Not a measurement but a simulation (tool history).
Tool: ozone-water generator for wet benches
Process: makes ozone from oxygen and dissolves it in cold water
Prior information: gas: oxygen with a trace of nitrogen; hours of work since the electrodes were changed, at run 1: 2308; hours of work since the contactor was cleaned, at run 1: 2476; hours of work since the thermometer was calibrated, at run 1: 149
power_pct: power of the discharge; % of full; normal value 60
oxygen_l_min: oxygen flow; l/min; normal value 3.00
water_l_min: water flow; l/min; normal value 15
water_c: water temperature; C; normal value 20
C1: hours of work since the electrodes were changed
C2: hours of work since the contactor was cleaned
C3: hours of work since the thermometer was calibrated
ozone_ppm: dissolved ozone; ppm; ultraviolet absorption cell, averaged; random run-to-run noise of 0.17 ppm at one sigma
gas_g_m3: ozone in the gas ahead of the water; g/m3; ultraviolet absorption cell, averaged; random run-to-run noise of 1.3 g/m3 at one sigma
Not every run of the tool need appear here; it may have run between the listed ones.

{"run": 1, "hour": 0.0, "power_pct": 60, "oxygen_l_min": 3.0, "water_l_min": 15, "water_c": 20, "C1": 2308, "C2": 2476, "C3": 149, "ozone_ppm": 22.9, "gas_g_m3": 233.7}
{"run": 2, "hour": 96.4, "power_pct": 60, "oxygen_l_min": 3.12, "water_l_min": 15, "water_c": 20, "C1": 2394, "C2": 2562, "C3": 235, "ozone_ppm": 22.9, "gas_g_m3": 230.4}
{"run": 3, "hour": 162.5, "power_pct": 60, "oxygen_l_min": 3.12, "water_l_min": 15, "water_c": 20, "C1": 2454, "C2": 2622, "C3": 295, "ozone_ppm": 23.2, "gas_g_m3": 230.2}
{"run": 4, "hour": 267.9, "power_pct": 60, "oxygen_l_min": 3.12, "water_l_min": 15, "water_c": 20, "C1": 2548, "C2": 2716, "C3": 389, "ozone_ppm": 23.1, "gas_g_m3": 231.6}
{"run": 5, "hour": 344.6, "power_pct": 60, "oxygen_l_min": 3.12, "water_l_min": 15, "water_c": 20, "C1": 2617, "C2": 2785, "C3": 458, "ozone_ppm": 23.0, "gas_g_m3": 228.1}
{"run": 6, "hour": 461.7, "power_pct": 60, "oxygen_l_min": 3.12, "water_l_min": 15, "water_c": 20, "C1": 2722, "C2": 2890, "C3": 563, "ozone_ppm": 22.8, "gas_g_m3": 231.1}
{"run": 7, "hour": 523.2, "power_pct": 60, "oxygen_l_min": 3.0, "water_l_min": 15, "water_c": 20, "C1": 2777, "C2": 2946, "C3": 619, "ozone_ppm": 22.8, "gas_g_m3": 236.3}
{"run": 8, "hour": 641.3, "power_pct": 60, "oxygen_l_min": 3.0, "water_l_min": 15, "water_c": 20, "C1": 2883, "C2": 3052, "C3": 725, "ozone_ppm": 22.7, "gas_g_m3": 232.9}
{"run": 9, "hour": 726.3, "power_pct": 57, "oxygen_l_min": 4.14, "water_l_min": 11, "water_c": 15, "C1": 2960, "C2": 3128, "C3": 801, "ozone_ppm": 30.3, "gas_g_m3": 198.2}
{"run": 10, "hour": 825.6, "power_pct": 47, "oxygen_l_min": 2.49, "water_l_min": 11, "water_c": 15, "C1": 3049, "C2": 3217, "C3": 890, "ozone_ppm": 23.4, "gas_g_m3": 198.0}
{"run": 11, "hour": 896.1, "power_pct": 47, "oxygen_l_min": 2.49, "water_l_min": 11, "water_c": 15, "C1": 3112, "C2": 3280, "C3": 953, "ozone_ppm": 23.2, "gas_g_m3": 198.6}
{"run": 12, "hour": 1006.3, "power_pct": 47, "oxygen_l_min": 2.0, "water_l_min": 11, "water_c": 17, "C1": 3211, "C2": 3379, "C3": 1052, "ozone_ppm": 21.8, "gas_g_m3": 216.1}
{"run": 13, "hour": 1077.9, "power_pct": 63, "oxygen_l_min": 3.13, "water_l_min": 15, "water_c": 14, "C1": 3275, "C2": 3444, "C3": 1117, "ozone_ppm": 26.0, "gas_g_m3": 238.3}

Forecast each of these 5 alternatives for the next run:
{"run": "A", "hour": 1173.9, "power_pct": 49, "oxygen_l_min": 3.13, "water_l_min": 15, "water_c": 14, "C1": 3362, "C2": 3530, "C3": 1203, "ozone_ppm": "?", "gas_g_m3": "?"}
{"run": "B", "hour": 1173.9, "power_pct": 84, "oxygen_l_min": 4.53, "water_l_min": 15, "water_c": 20, "C1": 3362, "C2": 3530, "C3": 1203, "ozone_ppm": "?", "gas_g_m3": "?"}
{"run": "C", "hour": 1173.9, "power_pct": 63, "oxygen_l_min": 3.13, "water_l_min": 9, "water_c": 14, "C1": 3362, "C2": 3530, "C3": 1203, "ozone_ppm": "?", "gas_g_m3": "?"}
{"run": "D", "hour": 1173.9, "power_pct": 45, "oxygen_l_min": 3.0, "water_l_min": 15, "water_c": 20, "C1": 3362, "C2": 3530, "C3": 1203, "ozone_ppm": "?", "gas_g_m3": "?"}
{"run": "E", "hour": 1173.9, "power_pct": 60, "oxygen_l_min": 3.0, "water_l_min": 15, "water_c": 20, "C1": 3362, "C2": 3530, "C3": 1203, "ozone_ppm": "?", "gas_g_m3": "?"}

run=A ozone_ppm=20.3 gas_g_m3=190.3
run=B ozone_ppm=33.3 gas_g_m3=268.6
run=C ozone_ppm=36.4 gas_g_m3=238.6
run=D ozone_ppm=17.6 gas_g_m3=179.0
run=E ozone_ppm=22.7 gas_g_m3=232.1
Take away the tool's hidden state, keep each run's random variation, and the runs would have read:
run=A ozone_ppm=20.4 gas_g_m3=192.3
run=B ozone_ppm=33.4 gas_g_m3=271.5
run=C ozone_ppm=36.4 gas_g_m3=241.1
run=D ozone_ppm=17.6 gas_g_m3=180.9
run=E ozone_ppm=22.7 gas_g_m3=234.5

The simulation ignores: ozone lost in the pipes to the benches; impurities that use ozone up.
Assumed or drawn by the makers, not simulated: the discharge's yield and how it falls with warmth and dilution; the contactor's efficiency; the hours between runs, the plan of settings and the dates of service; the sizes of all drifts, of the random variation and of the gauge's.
